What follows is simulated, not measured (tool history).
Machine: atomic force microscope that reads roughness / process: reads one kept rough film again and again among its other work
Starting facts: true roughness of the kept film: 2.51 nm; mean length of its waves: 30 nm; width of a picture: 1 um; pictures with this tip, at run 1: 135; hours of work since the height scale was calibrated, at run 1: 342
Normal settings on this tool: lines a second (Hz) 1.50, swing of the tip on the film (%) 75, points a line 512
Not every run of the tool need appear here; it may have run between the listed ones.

run   hour  lines a second (Hz)  swing of the tip on the film (%)  points a line  pictures with this tip  hours of work since the height scale was calibrated  roughness of the kept film (nm (root mean square))
  1    0.0                 1.50                                75            512                     135                                                  342                                               2.023
  2   13.3                 1.50                                75            512                     160                                                  352                                               2.018
  3   22.3                 1.50                                75            512                     178                                                  358                                               2.007
  4   34.1                 1.50                                75            512                     200                                                  367                                               1.977
  5   42.0                 1.50                                75            512                     216                                                  372                                               1.951
  6   48.9                 1.74                                75            512                     229                                                  377                                               1.911
  7   60.8                 1.74                                75            512                     252                                                  386                                               1.910
  8   68.1                 1.50                                75            512                     266                                                  391                                               1.917
  9   78.2                 1.50                                75            512                     286                                                  398                                               1.909
      87.8  -- new tip fitted
 10   92.5                 1.50                                75            512                       9                                                  408                                               2.121
 11  104.8                 1.50                                75            512                      33                                                  416                                               2.111
 12  111.5                 1.50                                75            512                      46                                                  421                                               2.081
 13  119.2                 1.50                                75            512                      61                                                  426                                               2.079
 14  129.7                 2.93                                77            512                      81                                                  434                                               1.850
 15  137.0                 0.95                                56            425                      95                                                  439                                               2.204
 16  149.7                 0.85                                75            283                     120                                                  448                                               2.110
 17  159.9                 2.84                                75            364                     140                                                  455                                               1.859
 18  173.5                 1.89                                75            449                     166                                                  465                                               1.926
 19  184.0                 1.48                                75            401                     186                                                  472                                               1.994
 20  192.2                 2.70                                66            338                     202                                                  478                                               1.953
 21  199.9                 3.06                                69            512                     217                                                  484                                               1.860
 22  208.7                 1.31                                59            834                     234                                                  490                                               2.069
 23  216.7                 1.31                                59            834                     249                                                  496                                               2.076

For each run, the measured value with the value that run would have given without the tool's hidden condition subtracted. The run-to-run variation is shared by both, the gauge scatter possibly not:
The hidden state here: radius of the tip, nm; height scale over the true one, %; drift of the gauge itself on roughness_nm, %.
run  roughness of the kept film (nm (root mean square))
  1                                              -0.114
  2                                              -0.134
  3                                              -0.149
  4                                              -0.164
  5                                              -0.175
  6                                              -0.182
  7                                              -0.199
  8                                              -0.212
  9                                              -0.227
 10                                              -0.006
 11                                              -0.028
 12                                              -0.039
 13                                              -0.052
 14                                              -0.063
 15                                              -0.087
 16                                              -0.106
 17                                              -0.108
 18                                              -0.134
 19                                              -0.156
 20                                              -0.167
 21                                              -0.171
 22                                              -0.204
 23                                              -0.216

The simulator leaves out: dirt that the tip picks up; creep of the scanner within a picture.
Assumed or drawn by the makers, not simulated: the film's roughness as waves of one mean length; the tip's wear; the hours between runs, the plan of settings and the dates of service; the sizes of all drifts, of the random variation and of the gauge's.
